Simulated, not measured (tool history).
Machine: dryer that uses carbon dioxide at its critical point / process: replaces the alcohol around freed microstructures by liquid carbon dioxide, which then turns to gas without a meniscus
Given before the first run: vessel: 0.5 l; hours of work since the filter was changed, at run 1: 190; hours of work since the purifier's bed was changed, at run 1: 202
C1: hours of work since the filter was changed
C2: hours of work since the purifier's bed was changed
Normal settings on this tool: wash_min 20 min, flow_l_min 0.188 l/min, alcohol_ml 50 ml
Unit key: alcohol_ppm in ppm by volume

run 1 hour=0 | wash_min=20 flow_l_min=0.188 alcohol_ml=50 | C1=190 C2=202 | alcohol_ppm=140
run 2 hour=14.7 | wash_min=20 flow_l_min=0.188 alcohol_ml=38 | C1=197 C2=209 | alcohol_ppm=121
run 3 hour=26.5 | wash_min=20 flow_l_min=0.188 alcohol_ml=50 | C1=202 C2=214 | alcohol_ppm=155
run 4 hour=37.1 | wash_min=20 flow_l_min=0.188 alcohol_ml=50 | C1=207 C2=219 | alcohol_ppm=150
run 5 hour=50.5 | wash_min=20 flow_l_min=0.132 alcohol_ml=50 | C1=214 C2=226 | alcohol_ppm=795
run 6 hour=59.5 | wash_min=20 flow_l_min=0.274 alcohol_ml=50 | C1=218 C2=230 | alcohol_ppm=47
run 7 hour=70.6 | wash_min=20 flow_l_min=0.274 alcohol_ml=50 | C1=223 C2=235 | alcohol_ppm=56
run 8 hour=84 | wash_min=20 flow_l_min=0.186 alcohol_ml=50 | C1=230 C2=241 | alcohol_ppm=170
run 9 hour=91.3 | wash_min=20 flow_l_min=0.186 alcohol_ml=50 | C1=233 C2=245 | alcohol_ppm=162
run 10 hour=104.2 | wash_min=20 flow_l_min=0.188 alcohol_ml=21 | C1=239 C2=251 | alcohol_ppm=97
run 11 hour=113.4 | wash_min=20 flow_l_min=0.188 alcohol_ml=21 | C1=244 C2=255 | alcohol_ppm=104
run 12 hour=121.5 | wash_min=20 flow_l_min=0.194 alcohol_ml=45 | C1=247 C2=259 | alcohol_ppm=126
run 13 hour=127.4 | wash_min=20 flow_l_min=0.179 alcohol_ml=50 | C1=250 C2=262 | alcohol_ppm=193
run 14 hour=138.3 | wash_min=20 flow_l_min=0.179 alcohol_ml=50 | C1=255 C2=267 | alcohol_ppm=199
run 15 hour=144.6 | wash_min=20 flow_l_min=0.179 alcohol_ml=50 | C1=258 C2=270 | alcohol_ppm=203
run 16 hour=153 | wash_min=32 flow_l_min=0.263 alcohol_ml=103 | C1=262 C2=274 | alcohol_ppm=53
run 17 hour=162.8 | wash_min=13 flow_l_min=0.188 alcohol_ml=21 | C1=267 C2=279 | alcohol_ppm=585
run 18 hour=175.6 | wash_min=17 flow_l_min=0.188 alcohol_ml=50 | C1=273 C2=285 | alcohol_ppm=366
run 19 hour=187.3 | wash_min=17 flow_l_min=0.188 alcohol_ml=50 | C1=279 C2=290 | alcohol_ppm=368
run 20 hour=199.7 | wash_min=17 flow_l_min=0.188 alcohol_ml=50 | C1=284 C2=296 | alcohol_ppm=386
run 21 hour=206.1 | wash_min=17 flow_l_min=0.219 alcohol_ml=44 | C1=288 C2=299 | alcohol_ppm=177
run 22 hour=212.8 | wash_min=17 flow_l_min=0.219 alcohol_ml=44 | C1=291 C2=302 | alcohol_ppm=170

Below are 3 alternative next runs, each starting from the tool's condition after run 22. Predict each:
run A hour=224.1 | wash_min=17 flow_l_min=0.122 alcohol_ml=69 | C1=296 C2=308 | alcohol_ppm=?
run B hour=224.1 | wash_min=18 flow_l_min=0.256 alcohol_ml=110 | C1=296 C2=308 | alcohol_ppm=?
run C hour=224.1 | wash_min=18 flow_l_min=0.177 alcohol_ml=44 | C1=296 C2=308 | alcohol_ppm=?

run=A alcohol_ppm=3166
run=B alcohol_ppm=118
run=C alcohol_ppm=346
Without the tool's hidden state the same runs would have given:
run=A alcohol_ppm=2474
run=B alcohol_ppm=40
run=C alcohol_ppm=210
